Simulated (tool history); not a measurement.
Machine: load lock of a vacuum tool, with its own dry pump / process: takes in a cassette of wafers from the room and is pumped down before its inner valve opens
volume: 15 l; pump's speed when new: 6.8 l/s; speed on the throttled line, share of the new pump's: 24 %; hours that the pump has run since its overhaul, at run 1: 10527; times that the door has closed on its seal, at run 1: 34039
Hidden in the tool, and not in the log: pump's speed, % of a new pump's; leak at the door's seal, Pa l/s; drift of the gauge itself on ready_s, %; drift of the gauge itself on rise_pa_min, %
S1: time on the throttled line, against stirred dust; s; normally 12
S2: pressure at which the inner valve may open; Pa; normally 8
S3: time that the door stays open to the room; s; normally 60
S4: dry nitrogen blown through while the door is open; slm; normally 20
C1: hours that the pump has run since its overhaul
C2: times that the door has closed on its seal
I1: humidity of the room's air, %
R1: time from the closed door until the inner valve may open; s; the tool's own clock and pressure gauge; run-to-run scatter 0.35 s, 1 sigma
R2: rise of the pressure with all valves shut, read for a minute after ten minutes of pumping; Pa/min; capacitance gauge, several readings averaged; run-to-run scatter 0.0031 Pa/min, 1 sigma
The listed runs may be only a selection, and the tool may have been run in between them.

{"run": 1, "hour": 0.0, "S1": 12, "S2": 8, "S3": 60, "S4": 20, "C1": 10527, "C2": 34039, "I1": 45.7, "R1": 32.3, "R2": 0.175}
{"run": 2, "hour": 195.8, "S1": 12, "S2": 8, "S3": 60, "S4": 20, "C1": 10723, "C2": 34761, "I1": 45.5, "R1": 32.5, "R2": 0.181}
{"run": 3, "hour": 460.2, "S1": 12, "S2": 8, "S3": 125, "S4": 20, "C1": 10987, "C2": 35735, "I1": 43.5, "R1": 32.7, "R2": 0.197}
{"run": 4, "hour": 638.8, "S1": 12, "S2": 8, "S3": 125, "S4": 20, "C1": 11166, "C2": 36394, "I1": 46.4, "R1": 32.8, "R2": 0.209}
{"run": 5, "hour": 853.7, "S1": 12, "S2": 8, "S3": 125, "S4": 20, "C1": 11381, "C2": 37186, "I1": 42.7, "R1": 32.9, "R2": 0.203}
{"run": 6, "hour": 1157.4, "S1": 12, "S2": 8, "S3": 125, "S4": 20, "C1": 11684, "C2": 38305, "I1": 48.5, "R1": 33.1, "R2": 0.22}
{"run": 7, "hour": 1337.1, "S1": 12, "S2": 8, "S3": 125, "S4": 20, "C1": 11864, "C2": 38968, "I1": 44.5, "R1": 33.6, "R2": 0.219}
{"run": 8, "hour": 1486.1, "S1": 12, "S2": 8, "S3": 181, "S4": 20, "C1": 12013, "C2": 39517, "I1": 46.9, "R1": 33.0, "R2": 0.229}
{"run": 9, "hour": 1744.5, "S1": 12, "S2": 9, "S3": 181, "S4": 20, "C1": 12271, "C2": 40469, "I1": 42.0, "R1": 33.1, "R2": 0.238}
{"run": 10, "hour": 1919.2, "S1": 12, "S2": 9, "S3": 181, "S4": 20, "C1": 12446, "C2": 41113, "I1": 42.8, "R1": 32.7, "R2": 0.233}
{"run": 11, "hour": 2085.4, "S1": 12, "S2": 9, "S3": 181, "S4": 20, "C1": 12612, "C2": 41725, "I1": 46.2, "R1": 33.6, "R2": 0.246}
{"run": 12, "hour": 2241.9, "S1": 12, "S2": 9, "S3": 181, "S4": 20, "C1": 12769, "C2": 42302, "I1": 40.0, "R1": 33.1, "R2": 0.228}
{"run": 13, "hour": 2515.2, "S1": 12, "S2": 9, "S3": 181, "S4": 20, "C1": 13042, "C2": 43310, "I1": 48.6, "R1": 33.1, "R2": 0.259}
{"run": 14, "hour": 2768.3, "S1": 12, "S2": 9, "S3": 181, "S4": 20, "C1": 13295, "C2": 44242, "I1": 47.8, "R1": 33.1, "R2": 0.269}
{"run": 15, "hour": 2945.6, "S1": 12, "S2": 9, "S3": 181, "S4": 20, "C1": 13473, "C2": 44896, "I1": 46.3, "R1": 33.5, "R2": 0.264}
{"run": 16, "hour": 3175.3, "S1": 12, "S2": 8, "S3": 60, "S4": 20, "C1": 13702, "C2": 45742, "I1": 45.3, "R1": 33.3, "R2": 0.227}
{"run": 17, "hour": 3453.5, "S1": 12, "S2": 8, "S3": 140, "S4": 20, "C1": 13980, "C2": 46768, "I1": 47.0, "R1": 33.0, "R2": 0.265}
{"run": 18, "hour": 3710.9, "S1": 12, "S2": 8, "S3": 60, "S4": 20, "C1": 14238, "C2": 47716, "I1": 45.4, "R1": 33.4, "R2": 0.247}
{"run": 19, "hour": 3846.9, "S1": 12, "S2": 8, "S3": 60, "S4": 6, "C1": 14374, "C2": 48218, "I1": 45.6, "R1": 33.4, "R2": 0.272}
{"run": 20, "hour": 4164.4, "S1": 13, "S2": 15, "S3": 60, "S4": 4, "C1": 14691, "C2": 49388, "I1": 46.0, "R1": 32.6, "R2": 0.291}
{"run": 21, "hour": 4322.0, "S1": 8, "S2": 13, "S3": 55, "S4": 32, "C1": 14849, "C2": 49968, "I1": 41.6, "R1": 29.5, "R2": 0.24}
{"run": 22, "hour": 4493.7, "S1": 8, "S2": 13, "S3": 55, "S4": 32, "C1": 15021, "C2": 50601, "I1": 45.4, "R1": 30.0, "R2": 0.247}
{"run": 23, "hour": 4784.9, "S1": 12, "S2": 13, "S3": 55, "S4": 32, "C1": 15312, "C2": 51675, "I1": 46.7, "R1": 32.5, "R2": 0.261}
{"run": 24, "hour": 5023.9, "S1": 12, "S2": 13, "S3": 55, "S4": 32, "C1": 15551, "C2": 52556, "I1": 43.2, "R1": 32.6, "R2": 0.257}
{"run": 25, "hour": 5179.2, "S1": 12, "S2": 10, "S3": 55, "S4": 5, "C1": 15706, "C2": 53128, "I1": 45.0, "R1": 33.3, "R2": 0.302}
{"run": 26, "hour": 5459.6, "S1": 12, "S2": 10, "S3": 55, "S4": 5, "C1": 15987, "C2": 54161, "I1": 45.5, "R1": 33.6, "R2": 0.31}
{"run": 27, "hour": 5743.7, "S1": 12, "S2": 7, "S3": 81, "S4": 20, "C1": 16271, "C2": 55209, "I1": 45.2, "R1": 34.4, "R2": 0.3}
{"run": 28, "hour": 5918.6, "S1": 12, "S2": 7, "S3": 81, "S4": 20, "C1": 16446, "C2": 55853, "I1": 44.6, "R1": 34.2, "R2": 0.298}
{"run": 29, "hour": 6159.6, "S1": 6, "S2": 11, "S3": 41, "S4": 5, "C1": 16687, "C2": 56741, "I1": 43.6, "R1": 29.2, "R2": 0.309}
{"run": 30, "hour": 6445.9, "S1": 16, "S2": 15, "S3": 60, "S4": 16, "C1": 16973, "C2": 57796, "I1": 44.9, "R1": 34.7, "R2": 0.308}
{"run": 31, "hour": 6679.7, "S1": 10, "S2": 8, "S3": 60, "S4": 20, "C1": 17207, "C2": 58658, "I1": 47.9, "R1": 32.9, "R2": 0.32}
{"run": 32, "hour": 6898.1, "S1": 10, "S2": 8, "S3": 60, "S4": 20, "C1": 17425, "C2": 59463, "I1": 45.5, "R1": 32.7, "R2": 0.317}
{"run": 33, "hour": 7208.1, "S1": 10, "S2": 8, "S3": 60, "S4": 20, "C1": 17735, "C2": 60606, "I1": 45.6, "R1": 33.7, "R2": 0.331}
{"run": 34, "hour": 7369.6, "S1": 8, "S2": 13, "S3": 121, "S4": 8, "C1": 17897, "C2": 61201, "I1": 47.1, "R1": 29.7, "R2": 0.378}
{"hour": 7471.8, "done": "dry pump taken out, an overhauled one fitted"}
{"run": 35, "hour": 7625.8, "S1": 8, "S2": 13, "S3": 121, "S4": 8, "C1": 154, "C2": 62123, "I1": 48.0, "R1": 25.4, "R2": 0.387}
{"run": 36, "hour": 7821.4, "S1": 8, "S2": 6, "S3": 27, "S4": 8, "C1": 350, "C2": 62844, "I1": 42.5, "R1": 28.0, "R2": 0.327}
{"run": 37, "hour": 8096.0, "S1": 12, "S2": 8, "S3": 134, "S4": 20, "C1": 624, "C2": 63856, "I1": 45.4, "R1": 29.9, "R2": 0.37}
{"run": 38, "hour": 8379.5, "S1": 14, "S2": 9, "S3": 134, "S4": 20, "C1": 908, "C2": 64901, "I1": 43.7, "R1": 32.1, "R2": 0.368}

How would selected steps in R1 from run to run divide? Give the signed amount a tool lacking its hidden state would still show from settings, what came in and random variation, and the signed amount left for the hidden state, including any gauge scatter that is not in both of the compared results.
Run 28 -> 29: S1 12 -> 6, S2 7 -> 11, S3 81 -> 41, S4 20 -> 5. R1 -5.0 s: hidden state +0.1, all else -5.1.
Run 29 -> 30: S1 6 -> 16, S2 11 -> 15, S3 41 -> 60, S4 5 -> 16. R1 +5.5 s: hidden state -0.6, all else +6.1.
Run 30 -> 31: S1 16 -> 10, S2 15 -> 8, S4 16 -> 20. R1 -1.8 s: hidden state +0.7, all else -2.5.
Run 34 -> 35: dry pump taken out, an overhauled one fitted. R1 -4.3 s: hidden state -4.3, all else +0.0.
